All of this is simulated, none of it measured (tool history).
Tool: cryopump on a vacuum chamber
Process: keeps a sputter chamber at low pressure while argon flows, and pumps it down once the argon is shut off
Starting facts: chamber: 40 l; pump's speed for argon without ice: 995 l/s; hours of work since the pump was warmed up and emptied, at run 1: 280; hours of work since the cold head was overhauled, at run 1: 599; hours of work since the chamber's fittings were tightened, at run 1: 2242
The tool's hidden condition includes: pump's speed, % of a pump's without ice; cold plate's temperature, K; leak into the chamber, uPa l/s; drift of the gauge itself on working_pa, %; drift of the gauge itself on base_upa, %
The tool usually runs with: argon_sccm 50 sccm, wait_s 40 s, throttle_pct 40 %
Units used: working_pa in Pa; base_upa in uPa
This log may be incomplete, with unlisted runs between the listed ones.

| run | hour | argon_sccm | wait_s | throttle_pct | hours of work since the pump was warmed up and emptied | hours of work since the cold head was overhauled | hours of work since the chamber's fittings were tightened | working_pa | base_upa |
|---|---|---|---|---|---|---|---|---|---|
| 1 | 0.0 | 50 | 40 | 40 | 280 | 599 | 2242 | 0.2316 | 5.80 |
| 2 | 19.1 | 50 | 40 | 24 | 291 | 611 | 2253 | 0.3762 | 5.72 |
|  | 45.8 | pump warmed up, emptied and cooled again |
| 3 | 50.4 | 50 | 106 | 24 | 3 | 626 | 2268 | 0.3564 | 2.93 |
| 4 | 77.5 | 50 | 40 | 40 | 18 | 642 | 2284 | 0.2168 | 5.28 |
| 5 | 98.6 | 50 | 40 | 40 | 31 | 654 | 2296 | 0.2158 | 5.30 |
| 6 | 130.6 | 50 | 40 | 22 | 49 | 672 | 2315 | 0.3900 | 5.49 |
| 7 | 144.0 | 50 | 40 | 40 | 57 | 680 | 2323 | 0.2171 | 5.40 |
| 8 | 157.9 | 50 | 40 | 40 | 65 | 688 | 2331 | 0.2177 | 5.47 |
| 9 | 172.1 | 50 | 40 | 40 | 73 | 697 | 2339 | 0.2181 | 5.38 |
| 10 | 186.4 | 54 | 40 | 40 | 82 | 705 | 2347 | 0.2366 | 5.40 |
| 11 | 203.3 | 54 | 40 | 40 | 91 | 715 | 2357 | 0.2371 | 5.36 |
| 12 | 224.1 | 54 | 40 | 56 | 104 | 727 | 2369 | 0.1713 | 5.64 |
| 13 | 237.8 | 54 | 40 | 32 | 111 | 735 | 2377 | 0.2954 | 5.50 |
| 14 | 261.1 | 54 | 40 | 32 | 125 | 748 | 2391 | 0.2973 | 5.45 |
| 15 | 285.9 | 26 | 20 | 18 | 139 | 763 | 2405 | 0.2504 | 9.28 |
| 16 | 301.0 | 52 | 20 | 18 | 148 | 771 | 2414 | 0.4992 | 9.21 |
| 17 | 324.7 | 41 | 40 | 53 | 162 | 785 | 2428 | 0.1408 | 5.55 |
| 18 | 344.3 | 41 | 40 | 53 | 173 | 797 | 2439 | 0.1424 | 5.62 |
| 19 | 361.1 | 41 | 40 | 49 | 183 | 806 | 2449 | 0.1525 | 5.58 |
| 20 | 376.5 | 26 | 40 | 43 | 192 | 815 | 2458 | 0.1099 | 5.60 |
| 21 | 396.5 | 77 | 87 | 24 | 204 | 827 | 2469 | 0.5658 | 3.74 |
| 22 | 414.8 | 25 | 27 | 18 | 214 | 837 | 2480 | 0.2456 | 7.46 |
| 23 | 441.5 | 50 | 120 | 40 | 230 | 853 | 2495 | 0.2296 | 3.24 |
| 24 | 455.9 | 37 | 120 | 59 | 238 | 861 | 2504 | 0.1183 | 3.31 |
| 25 | 483.7 | 87 | 294 | 45 | 254 | 877 | 2520 | 0.3605 | 2.70 |
| 26 | 506.5 | 87 | 294 | 45 | 268 | 891 | 2533 | 0.3622 | 2.64 |
| 27 | 520.6 | 87 | 294 | 45 | 276 | 899 | 2541 | 0.3610 | 2.73 |
| 28 | 539.6 | 50 | 42 | 40 | 287 | 910 | 2552 | 0.2330 | 5.85 |

Pick out some run-to-run changes in working_pa. Of each, how much would a tool without hidden state show as well, from the settings, what came in and chance, and how much is left for the hidden state and any gauge scatter not in both results compared?
Run 2 -> 3: wait_s 40 -> 106, pump warmed up, emptied and cooled again. working_pa -0.0198 Pa: hidden state -0.0190, all else -0.0008.
Run 16 -> 17: argon_sccm 52 -> 41, wait_s 20 -> 40, throttle_pct 18 -> 53. working_pa -0.3584 Pa: hidden state -0.0014, all else -0.3570.
Run 20 -> 21: argon_sccm 26 -> 77, wait_s 40 -> 87, throttle_pct 43 -> 24. working_pa +0.4559 Pa: hidden state +0.0151, all else +0.4408.
Run 24 -> 25: argon_sccm 37 -> 87, wait_s 120 -> 294, throttle_pct 59 -> 45. working_pa +0.2422 Pa: hidden state +0.0191, all else +0.2231.

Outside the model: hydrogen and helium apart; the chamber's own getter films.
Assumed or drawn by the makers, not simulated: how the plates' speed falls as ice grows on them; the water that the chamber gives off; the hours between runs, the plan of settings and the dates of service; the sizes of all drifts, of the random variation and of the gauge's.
